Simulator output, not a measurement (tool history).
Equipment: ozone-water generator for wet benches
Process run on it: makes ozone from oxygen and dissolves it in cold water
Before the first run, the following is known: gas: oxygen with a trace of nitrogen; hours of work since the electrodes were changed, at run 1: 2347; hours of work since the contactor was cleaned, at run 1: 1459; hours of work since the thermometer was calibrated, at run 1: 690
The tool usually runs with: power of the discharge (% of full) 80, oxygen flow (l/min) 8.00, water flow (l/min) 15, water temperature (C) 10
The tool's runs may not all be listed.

| run | hour | power of the discharge (% of full) | oxygen flow (l/min) | water flow (l/min) | water temperature (C) | hours of work since the electrodes were changed | hours of work since the contactor was cleaned | hours of work since the thermometer was calibrated | dissolved ozone (ppm) | ozone in the gas ahead of the water (g/m3) |
|---|---|---|---|---|---|---|---|---|---|---|
| 1 | 0.0 | 80 | 8.00 | 15 | 10 | 2347 | 1459 | 690 | 49.7 | 260.7 |
| 2 | 106.8 | 80 | 8.00 | 21 | 10 | 2436 | 1549 | 779 | 38.2 | 263.0 |
| 3 | 200.8 | 80 | 8.00 | 21 | 10 | 2515 | 1627 | 858 | 38.8 | 261.9 |
| 4 | 253.6 | 80 | 8.00 | 12 | 10 | 2559 | 1671 | 902 | 57.8 | 263.2 |
| 5 | 306.5 | 80 | 8.00 | 15 | 8 | 2603 | 1716 | 946 | 51.5 | 264.1 |
| 6 | 417.2 | 80 | 8.00 | 15 | 8 | 2696 | 1808 | 1039 | 52.2 | 265.1 |
| 7 | 478.7 | 80 | 8.00 | 15 | 8 | 2747 | 1860 | 1091 | 50.9 | 264.1 |
| 8 | 579.2 | 80 | 8.00 | 13 | 10 | 2832 | 1944 | 1175 | 54.8 | 264.4 |
| 9 | 684.7 | 80 | 8.00 | 15 | 10 | 2920 | 2032 | 1263 | 49.9 | 266.8 |
| 10 | 778.2 | 80 | 8.00 | 15 | 17 | 2998 | 2111 | 1341 | 43.5 | 267.2 |
| 11 | 874.0 | 80 | 8.00 | 15 | 17 | 3078 | 2191 | 1421 | 43.8 | 266.0 |
| 12 | 920.6 | 80 | 8.00 | 15 | 17 | 3117 | 2230 | 1460 | 43.8 | 266.7 |
| 13 | 984.6 | 80 | 8.00 | 15 | 10 | 3171 | 2283 | 1514 | 49.7 | 267.8 |
| 14 | 1041.9 | 80 | 8.00 | 15 | 10 | 3219 | 2331 | 1562 | 50.1 | 265.9 |
| 15 | 1146.1 | 80 | 8.00 | 15 | 10 | 3306 | 2419 | 1649 | 50.0 | 265.7 |
| 16 | 1216.5 | 80 | 8.00 | 15 | 10 | 3365 | 2477 | 1708 | 49.0 | 266.7 |
| 17 | 1315.5 | 54 | 8.00 | 15 | 10 | 3448 | 2560 | 1791 | 40.3 | 217.3 |
| 18 | 1376.8 | 93 | 8.00 | 17 | 10 | 3499 | 2612 | 1842 | 49.2 | 287.3 |
| 19 | 1483.0 | 93 | 8.00 | 17 | 10 | 3588 | 2701 | 1931 | 49.2 | 287.7 |
| 20 | 1531.0 | 93 | 5.03 | 17 | 17 | 3628 | 2741 | 1971 | 47.6 | 394.7 |
|  | 1620.8 | gauge calibrated |
| 21 | 1638.6 | 93 | 5.03 | 17 | 17 | 3718 | 2831 | 2061 | 47.3 | 383.1 |
| 22 | 1725.4 | 65 | 8.00 | 21 | 10 | 3791 | 2903 | 2134 | 34.5 | 235.1 |
| 23 | 1792.4 | 46 | 8.00 | 20 | 10 | 3847 | 2960 | 2190 | 30.0 | 198.4 |
| 24 | 1869.6 | 88 | 10.61 | 12 | 6 | 3912 | 3024 | 2255 | 61.2 | 229.3 |
| 25 | 1949.0 | 80 | 6.34 | 10 | 13 | 3978 | 3091 | 2321 | 64.4 | 307.9 |
| 26 | 2008.9 | 94 | 8.00 | 15 | 10 | 4028 | 3141 | 2372 | 54.3 | 289.6 |
| 27 | 2085.9 | 94 | 8.00 | 15 | 10 | 4093 | 3205 | 2436 | 54.7 | 288.3 |
| 28 | 2189.1 | 94 | 5.32 | 15 | 10 | 4179 | 3292 | 2522 | 58.4 | 373.0 |
| 29 | 2281.8 | 80 | 12.01 | 15 | 10 | 4257 | 3369 | 2600 | 44.5 | 203.1 |
| 30 | 2345.9 | 72 | 8.00 | 15 | 10 | 4311 | 3423 | 2654 | 46.9 | 250.7 |
| 31 | 2417.5 | 80 | 8.87 | 15 | 10 | 4370 | 3483 | 2714 | 49.2 | 246.7 |
| 32 | 2514.0 | 58 | 8.87 | 12 | 10 | 4451 | 3564 | 2794 | 47.3 | 210.1 |

Consider 4 possible next runs. They are alternatives, not a sequence: every one starts from the tool as it was left by run 32. What does each give?
| A | 2564.7 | 41 | 5.78 | 12 | 11 | 4494 | 3606 | 2837 | ? | ? |
| B | 2564.7 | 58 | 4.85 | 21 | 9 | 4494 | 3606 | 2837 | ? | ? |
| C | 2564.7 | 80 | 5.10 | 15 | 10 | 4494 | 3606 | 2837 | ? | ? |
| D | 2564.7 | 80 | 5.11 | 15 | 6 | 4494 | 3606 | 2837 | ? | ? |

| run | dissolved ozone (ppm) | ozone in the gas ahead of the water (g/m3) |
|---|---|---|
| A | 43.0 | 231.0 |
| B | 34.0 | 312.6 |
| C | 53.6 | 356.2 |
| D | 56.2 | 356.1 |
Take away the tool's hidden state, keep each run's random variation, and the runs would have read:
| run | dissolved ozone (ppm) | ozone in the gas ahead of the water (g/m3) |
|---|---|---|
| A | 43.1 | 227.6 |
| B | 34.1 | 308.0 |
| C | 53.7 | 351.0 |
| D | 56.3 | 350.9 |
